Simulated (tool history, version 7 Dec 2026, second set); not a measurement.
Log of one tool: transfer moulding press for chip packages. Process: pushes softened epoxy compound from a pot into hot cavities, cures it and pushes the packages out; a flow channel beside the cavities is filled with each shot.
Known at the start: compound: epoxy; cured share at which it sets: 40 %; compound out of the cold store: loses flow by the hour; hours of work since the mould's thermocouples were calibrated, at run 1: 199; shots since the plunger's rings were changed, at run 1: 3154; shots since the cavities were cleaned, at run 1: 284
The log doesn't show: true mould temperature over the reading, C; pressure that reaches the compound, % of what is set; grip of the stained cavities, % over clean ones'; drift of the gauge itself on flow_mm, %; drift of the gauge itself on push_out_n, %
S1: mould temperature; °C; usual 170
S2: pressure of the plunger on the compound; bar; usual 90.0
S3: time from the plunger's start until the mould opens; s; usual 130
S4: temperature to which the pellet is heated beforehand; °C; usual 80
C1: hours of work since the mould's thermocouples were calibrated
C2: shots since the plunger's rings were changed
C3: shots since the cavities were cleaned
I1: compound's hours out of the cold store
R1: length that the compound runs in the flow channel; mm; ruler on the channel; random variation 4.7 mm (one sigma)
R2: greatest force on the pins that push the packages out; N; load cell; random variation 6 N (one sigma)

run	hour	S1	S2	S3	S4	C1	C2	C3	I1	R1	R2
1	0.0	170	90.0	130	80	199	3154	284	28.4	942	330
2	8.3	170	71.1	130	80	205	3246	376	48.0	746	357
# hour 21.4: cavities cleaned with cleaning compound and waxed
3	25.0	170	71.1	130	80	216	3415	41	19.4	879	419
4	31.7	170	71.1	130	80	221	3489	115	21.5	859	415
5	44.3	170	69.0	130	80	230	3628	254	14.2	894	437
6	56.4	170	69.0	130	80	239	3763	389	32.4	797	451
# hour 64.4: cavities cleaned with cleaning compound and waxed, once more
7	65.1	170	90.0	130	80	244	3843	8	26.8	936	238
8	72.3	175	101.5	130	80	249	3922	87	29.2	980	249
9	82.5	175	101.5	130	80	257	4036	201	29.9	968	271
10	96.7	170	84.1	142	80	267	4193	358	46.9	807	325
# hour 111.8: cavities cleaned with cleaning compound and waxed
11	112.7	163	102.7	146	80	278	4354	10	25.8	1028	254
12	128.0	170	105.5	130	80	289	4523	179	45.2	911	293
13	136.9	170	105.5	130	80	295	4622	278	16.2	1076	330
14	151.9	170	105.5	130	80	306	4789	445	47.3	897	370

4 ways to go on from here, each from the tool as it stands after run 14. What would each give?
# hour 159.0: cavities cleaned with cleaning compound and waxed
A	161.2	175	105.2	130	80	312	4875	24	36.0	?	?
# hour 159.0: cavities cleaned with cleaning compound and waxed
B	161.2	170	105.5	148	88	312	4875	24	25.4	?	?
# hour 159.0: cavities cleaned with cleaning compound and waxed
C	161.2	172	90.0	112	76	312	4875	24	17.7	?	?
# hour 159.0: cavities cleaned with cleaning compound and waxed
D	161.2	174	91.2	130	88	312	4875	24	16.2	?	?

run	R1	R2
A	942	220
B	1008	224
C	969	264
D	984	224
Without the tool's hidden state the same runs would have given:
run	R1	R2
A	989	210
B	1059	213
C	1018	249
D	1033	213

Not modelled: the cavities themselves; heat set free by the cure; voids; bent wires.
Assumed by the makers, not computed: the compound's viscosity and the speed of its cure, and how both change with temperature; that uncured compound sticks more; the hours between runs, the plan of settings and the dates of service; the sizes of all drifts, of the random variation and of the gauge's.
